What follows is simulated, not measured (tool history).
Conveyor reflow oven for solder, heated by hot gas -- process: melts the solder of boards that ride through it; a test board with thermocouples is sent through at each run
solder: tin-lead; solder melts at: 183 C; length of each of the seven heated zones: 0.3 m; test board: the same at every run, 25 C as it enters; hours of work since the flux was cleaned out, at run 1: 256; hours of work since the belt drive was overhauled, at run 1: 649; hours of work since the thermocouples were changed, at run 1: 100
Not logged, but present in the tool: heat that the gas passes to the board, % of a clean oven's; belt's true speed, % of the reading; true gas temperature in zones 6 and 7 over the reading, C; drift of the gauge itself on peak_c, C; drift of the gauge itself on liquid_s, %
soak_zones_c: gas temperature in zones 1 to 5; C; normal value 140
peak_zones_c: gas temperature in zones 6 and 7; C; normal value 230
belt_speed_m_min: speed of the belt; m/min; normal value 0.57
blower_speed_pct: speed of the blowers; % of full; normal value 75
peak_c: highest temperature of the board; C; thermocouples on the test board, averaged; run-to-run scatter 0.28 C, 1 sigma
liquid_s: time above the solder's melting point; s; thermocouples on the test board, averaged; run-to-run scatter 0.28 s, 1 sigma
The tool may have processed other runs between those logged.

run,hour,soak_zones_c,peak_zones_c,belt_speed_m_min,blower_speed_pct,hours of work since the flux was cleaned out,hours of work since the belt drive was overhauled,hours of work since the thermocouples were changed,peak_c,liquid_s
1,0,140,230,0.57,75,256,649,100,212.9,45.3
2,28.3,140,230,0.57,75,274,666,118,212.6,44.8
3,55.4,140,230,0.57,75,291,683,135,212.6,44.8
4,76.1,140,226,0.57,75,304,696,148,209.2,42.5
5,90.1,140,230,0.639,75,312,705,157,208.3,36.2
6,120.9,140,230,0.639,75,332,724,176,208.5,36.6
7,135.4,140,230,0.639,75,341,733,185,208.4,36.6
# hour 150.5: flux residue cleaned out of gas plates and filters
8,169.2,140,230,0.639,75,12,751,203,211.4,39.2
9,191.5,140,230,0.57,75,26,765,217,214.9,47.6
10,206.8,140,230,0.57,75,35,775,227,215.1,47.9
11,229.9,140,236,0.665,62,50,789,241,211.9,36.9
12,258.6,140,236,0.665,62,68,807,259,211.2,36.4
13,280.1,140,236,0.665,62,81,821,272,211.1,37.1
14,305.4,140,236,0.665,62,97,836,288,211.4,36.8
15,337.6,140,237,0.6,62,117,857,308,216.6,44.9
16,355.7,140,237,0.622,75,128,868,320,218.1,44.5
17,387.3,140,241,0.57,75,148,888,340,224.1,52.4
18,419.7,140,230,0.51,56,168,908,360,214.5,51.9
19,441.9,126,230,0.51,56,182,922,374,210.9,45.5
20,467,140,241,0.57,75,198,937,389,223.5,52.6

Entry by entry between the runs, the difference in hidden state between the last listed run before and the first listed run after:
Runs 7 to 8: flux residue cleaned out of gas plates and filters (hour 150.5)
  heat that the gas passes to the board, % of a clean oven's: 88.6 -> 99.2; belt's true speed, % of the reading: 98.49 -> 98.46; true gas temperature in zones 6 and 7 over the reading, C: 1.04 -> 1.1
  what was measured, less what the result would be without the hidden state, peak_c: -1.9 -> +1.2 C; liquid_s: -1.4 -> +1.5 s

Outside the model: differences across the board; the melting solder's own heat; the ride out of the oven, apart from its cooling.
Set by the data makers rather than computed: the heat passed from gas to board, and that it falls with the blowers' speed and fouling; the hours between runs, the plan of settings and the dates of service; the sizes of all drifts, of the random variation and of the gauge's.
